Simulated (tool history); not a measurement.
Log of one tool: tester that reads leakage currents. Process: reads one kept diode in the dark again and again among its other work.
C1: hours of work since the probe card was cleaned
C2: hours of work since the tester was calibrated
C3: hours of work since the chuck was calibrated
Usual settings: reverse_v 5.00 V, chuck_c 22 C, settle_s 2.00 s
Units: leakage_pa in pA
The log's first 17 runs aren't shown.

{"run": 18, "hour": 3270.2, "reverse_v": 5.0, "chuck_c": 22, "settle_s": 2.0, "C1": 346, "C2": 2322, "C3": 398, "leakage_pa": 103.99}
{"run": 19, "hour": 3500.8, "reverse_v": 5.0, "chuck_c": 22, "settle_s": 2.0, "C1": 512, "C2": 2488, "C3": 563, "leakage_pa": 105.65}
{"run": 20, "hour": 3695.1, "reverse_v": 5.0, "chuck_c": 22, "settle_s": 2.0, "C1": 651, "C2": 2627, "C3": 703, "leakage_pa": 107.63}
{"run": 21, "hour": 3811.6, "reverse_v": 5.0, "chuck_c": 22, "settle_s": 2.0, "C1": 735, "C2": 2711, "C3": 786, "leakage_pa": 108.27}
{"run": 22, "hour": 3922.6, "reverse_v": 4.62, "chuck_c": 22, "settle_s": 1.43, "C1": 815, "C2": 2791, "C3": 866, "leakage_pa": 103.89}
{"run": 23, "hour": 4073.0, "reverse_v": 1.55, "chuck_c": 22, "settle_s": 0.39, "C1": 923, "C2": 2899, "C3": 974, "leakage_pa": 56.65}
{"run": 24, "hour": 4214.9, "reverse_v": 2.36, "chuck_c": 22, "settle_s": 1.01, "C1": 1025, "C2": 3001, "C3": 1076, "leakage_pa": 71.85}
{"run": 25, "hour": 4390.0, "reverse_v": 4.25, "chuck_c": 44, "settle_s": 0.44, "C1": 1150, "C2": 3126, "C3": 1202, "leakage_pa": 504.54}
{"run": 26, "hour": 4585.2, "reverse_v": 4.25, "chuck_c": 44, "settle_s": 0.44, "C1": 1291, "C2": 3267, "C3": 1342, "leakage_pa": 509.05}
{"hour": 4648.5, "done": "tester calibrated"}
{"hour": 4736.5, "done": "chuck's temperature calibrated"}
{"run": 27, "hour": 4744.5, "reverse_v": 12.55, "chuck_c": 22, "settle_s": 2.0, "C1": 1402, "C2": 68, "C3": 6, "leakage_pa": 175.51}
{"run": 28, "hour": 4946.1, "reverse_v": 6.67, "chuck_c": 29, "settle_s": 6.85, "C1": 1547, "C2": 212, "C3": 151, "leakage_pa": 205.08}
{"run": 29, "hour": 5162.7, "reverse_v": 6.67, "chuck_c": 29, "settle_s": 6.85, "C1": 1702, "C2": 368, "C3": 306, "leakage_pa": 208.71}
{"run": 30, "hour": 5363.6, "reverse_v": 6.67, "chuck_c": 29, "settle_s": 6.85, "C1": 1847, "C2": 512, "C3": 450, "leakage_pa": 210.8}
{"run": 31, "hour": 5569.9, "reverse_v": 6.64, "chuck_c": 38, "settle_s": 6.48, "C1": 1995, "C2": 660, "C3": 599, "leakage_pa": 406.93}
{"run": 32, "hour": 5776.1, "reverse_v": 6.64, "chuck_c": 55, "settle_s": 0.93, "C1": 2143, "C2": 808, "C3": 747, "leakage_pa": 1291.13}
{"run": 33, "hour": 6032.6, "reverse_v": 6.64, "chuck_c": 55, "settle_s": 0.93, "C1": 2327, "C2": 993, "C3": 931, "leakage_pa": 1306.63}
{"run": 34, "hour": 6269.1, "reverse_v": 11.26, "chuck_c": 42, "settle_s": 0.79, "C1": 2497, "C2": 1163, "C3": 1101, "leakage_pa": 763.15}
{"run": 35, "hour": 6390.3, "reverse_v": 11.26, "chuck_c": 42, "settle_s": 0.79, "C1": 2584, "C2": 1250, "C3": 1188, "leakage_pa": 766.43}
{"run": 36, "hour": 6622.5, "reverse_v": 5.0, "chuck_c": 22, "settle_s": 3.06, "C1": 2751, "C2": 1416, "C3": 1355, "leakage_pa": 115.13}
{"hour": 6745.1, "done": "chuck's temperature calibrated"}
{"hour": 6854.1, "done": "probe card cleaned and baked"}
{"run": 37, "hour": 6891.2, "reverse_v": 5.0, "chuck_c": 22, "settle_s": 3.06, "C1": 27, "C2": 1606, "C3": 103, "leakage_pa": 99.47}
{"run": 38, "hour": 7032.5, "reverse_v": 2.24, "chuck_c": 48, "settle_s": 1.99, "C1": 128, "C2": 1707, "C3": 204, "leakage_pa": 423.25}

4 ways to go on from here, each from the tool as it stands after run 38. What would each give?
{"run": "A", "hour": 7205.5, "reverse_v": 2.24, "chuck_c": 51, "settle_s": 2.65, "C1": 252, "C2": 1831, "C3": 328, "leakage_pa": "?"}
{"run": "B", "hour": 7205.5, "reverse_v": 5.0, "chuck_c": 52, "settle_s": 0.59, "C1": 252, "C2": 1831, "C3": 328, "leakage_pa": "?"}
{"run": "C", "hour": 7205.5, "reverse_v": 3.6, "chuck_c": 22, "settle_s": 2.0, "C1": 252, "C2": 1831, "C3": 328, "leakage_pa": "?"}
{"run": "D", "hour": 7205.5, "reverse_v": 3.04, "chuck_c": 48, "settle_s": 2.42, "C1": 252, "C2": 1831, "C3": 328, "leakage_pa": "?"}

run=A leakage_pa=522.04
run=B leakage_pa=882.06
run=C leakage_pa=84.26
run=D leakage_pa=506.30
Without the tool's hidden state the same runs would have given:
run=A leakage_pa=509.54
run=B leakage_pa=860.91
run=C leakage_pa=81.53
run=D leakage_pa=493.90
